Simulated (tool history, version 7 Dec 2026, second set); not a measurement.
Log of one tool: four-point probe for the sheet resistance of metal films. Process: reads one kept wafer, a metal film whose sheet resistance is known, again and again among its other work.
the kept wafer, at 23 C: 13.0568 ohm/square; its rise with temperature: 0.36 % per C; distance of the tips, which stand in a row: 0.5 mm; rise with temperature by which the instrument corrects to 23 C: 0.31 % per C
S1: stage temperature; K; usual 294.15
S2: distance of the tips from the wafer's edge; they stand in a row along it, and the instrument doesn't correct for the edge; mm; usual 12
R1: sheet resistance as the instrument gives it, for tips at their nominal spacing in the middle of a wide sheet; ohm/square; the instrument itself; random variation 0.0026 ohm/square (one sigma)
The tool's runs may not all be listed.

run   hour      S1  S2         R1
  1      0  294.15  12  13.106139
  2     23  294.15  12  13.108421
  3   40.1  294.15  12  13.110554
  4   64.3  294.15  12  13.114155
  5   80.6  294.15  12   13.11279
  6   97.2  294.15  17  13.106799
  7  115.7  294.15  17  13.111299
  8  137.7  302.15  28  13.158064
  9  151.7  299.15  16  13.148979
 10  170.6  291.15  13  13.096204
 11  185.6  295.15  23  13.118976

Some steps in R1 between neighbouring runs. How much of each would the tool show without its hidden state too (settings, what came in, random variation), and how much is left for the hidden state, with any gauge scatter that isn't in both results?
The hidden state here: inner tips' distance over the nominal, %; tips' flats over new ones', %; wafer's true temperature over the reading, C; drift of the gauge itself on sheet_ohm, %.
Run 7 -> 8: S1 294.15 -> 302.15, S2 17 -> 28. R1 +0.046765 ohm/square: hidden state +0.000861, all else +0.045904.
Run 9 -> 10: S1 299.15 -> 291.15, S2 16 -> 13. R1 -0.052775 ohm/square: hidden state +0.00039, all else -0.053165.
